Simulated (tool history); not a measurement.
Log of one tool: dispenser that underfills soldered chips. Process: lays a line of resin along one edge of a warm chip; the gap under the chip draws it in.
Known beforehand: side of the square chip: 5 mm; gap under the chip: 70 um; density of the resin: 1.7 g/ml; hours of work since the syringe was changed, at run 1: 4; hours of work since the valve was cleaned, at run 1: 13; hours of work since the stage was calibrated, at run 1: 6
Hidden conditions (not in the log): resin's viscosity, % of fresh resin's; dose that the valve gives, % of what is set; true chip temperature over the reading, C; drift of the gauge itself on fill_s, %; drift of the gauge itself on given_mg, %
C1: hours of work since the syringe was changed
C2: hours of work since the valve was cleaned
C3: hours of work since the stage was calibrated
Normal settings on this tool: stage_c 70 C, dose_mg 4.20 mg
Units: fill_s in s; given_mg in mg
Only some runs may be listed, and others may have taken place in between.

{"run": 1, "day": 0.0, "stage_c": 70, "dose_mg": 4.2, "C1": 4, "C2": 13, "C3": 6, "fill_s": 16.0, "given_mg": 4.15}
{"day": 0.108, "done": "new syringe of resin"}
{"run": 2, "day": 0.125, "stage_c": 60, "dose_mg": 4.2, "C1": 0, "C2": 15, "C3": 8, "fill_s": 22.1, "given_mg": 4.14}
{"run": 3, "day": 0.225, "stage_c": 66, "dose_mg": 4.2, "C1": 2, "C2": 17, "C3": 10, "fill_s": 18.6, "given_mg": 4.15}
{"run": 4, "day": 0.396, "stage_c": 70, "dose_mg": 4.85, "C1": 5, "C2": 20, "C3": 13, "fill_s": 17.0, "given_mg": 4.79}
{"day": 0.438, "done": "new syringe of resin"}
{"run": 5, "day": 0.488, "stage_c": 70, "dose_mg": 4.85, "C1": 1, "C2": 21, "C3": 15, "fill_s": 13.8, "given_mg": 4.8}
{"run": 6, "day": 0.654, "stage_c": 70, "dose_mg": 4.38, "C1": 4, "C2": 24, "C3": 18, "fill_s": 15.8, "given_mg": 4.31}
{"day": 0.75, "done": "new syringe of resin"}
{"run": 7, "day": 0.775, "stage_c": 70, "dose_mg": 3.75, "C1": 0, "C2": 26, "C3": 20, "fill_s": 15.0, "given_mg": 3.7}
{"run": 8, "day": 0.962, "stage_c": 70, "dose_mg": 3.75, "C1": 4, "C2": 29, "C3": 23, "fill_s": 16.4, "given_mg": 3.68}
{"day": 1.071, "done": "new syringe of resin"}
{"run": 9, "day": 1.108, "stage_c": 70, "dose_mg": 3.75, "C1": 1, "C2": 32, "C3": 25, "fill_s": 14.6, "given_mg": 3.65}
{"run": 10, "day": 1.196, "stage_c": 70, "dose_mg": 3.89, "C1": 2, "C2": 33, "C3": 27, "fill_s": 15.3, "given_mg": 3.81}
{"run": 11, "day": 1.292, "stage_c": 70, "dose_mg": 4.2, "C1": 4, "C2": 35, "C3": 29, "fill_s": 15.2, "given_mg": 4.13}
{"day": 1.392, "done": "new syringe of resin"}
{"run": 12, "day": 1.479, "stage_c": 76, "dose_mg": 4.2, "C1": 2, "C2": 38, "C3": 32, "fill_s": 11.4, "given_mg": 4.08}
{"run": 13, "day": 1.642, "stage_c": 76, "dose_mg": 4.2, "C1": 4, "C2": 41, "C3": 35, "fill_s": 13.0, "given_mg": 4.09}
{"day": 1.708, "done": "new syringe of resin"}
{"run": 14, "day": 1.75, "stage_c": 76, "dose_mg": 4.2, "C1": 1, "C2": 43, "C3": 36, "fill_s": 11.1, "given_mg": 4.09}
{"run": 15, "day": 1.925, "stage_c": 76, "dose_mg": 4.2, "C1": 4, "C2": 46, "C3": 40, "fill_s": 12.7, "given_mg": 4.09}
{"day": 2.025, "done": "new syringe of resin"}
{"run": 16, "day": 2.092, "stage_c": 70, "dose_mg": 4.2, "C1": 1, "C2": 49, "C3": 42, "fill_s": 14.0, "given_mg": 4.07}
{"run": 17, "day": 2.258, "stage_c": 70, "dose_mg": 4.2, "C1": 4, "C2": 52, "C3": 45, "fill_s": 16.0, "given_mg": 4.08}
{"day": 2.35, "done": "new syringe of resin"}
{"run": 18, "day": 2.454, "stage_c": 70, "dose_mg": 4.2, "C1": 2, "C2": 55, "C3": 49, "fill_s": 14.5, "given_mg": 4.06}
{"run": 19, "day": 2.554, "stage_c": 70, "dose_mg": 4.2, "C1": 4, "C2": 57, "C3": 50, "fill_s": 16.2, "given_mg": 4.06}
{"run": 20, "day": 2.65, "stage_c": 70, "dose_mg": 4.2, "C1": 5, "C2": 59, "C3": 52, "fill_s": 16.9, "given_mg": 4.02}
{"day": 2.675, "done": "new syringe of resin"}
{"run": 21, "day": 2.838, "stage_c": 73, "dose_mg": 3.92, "C1": 3, "C2": 62, "C3": 55, "fill_s": 14.0, "given_mg": 3.76}
{"day": 3.004, "done": "new syringe of resin"}
{"run": 22, "day": 3.012, "stage_c": 84, "dose_mg": 3.61, "C1": 0, "C2": 65, "C3": 58, "fill_s": 8.2, "given_mg": 3.47}

The next listed run, before its measurement:
{"day": 3.096, "done": "dispensing valve cleaned and set on the balance"}
{"run": 23, "day": 3.225, "stage_c": 70, "dose_mg": 4.17, "C1": 3, "C2": 2, "C3": 61, "fill_s": "?", "given_mg": "?"}

{"run 23": {"fill_s": 15.5, "given_mg": 4.17}}
With no hidden state in the tool, this same run would have given fill_s 13.6 s, given_mg 4.17 mg.
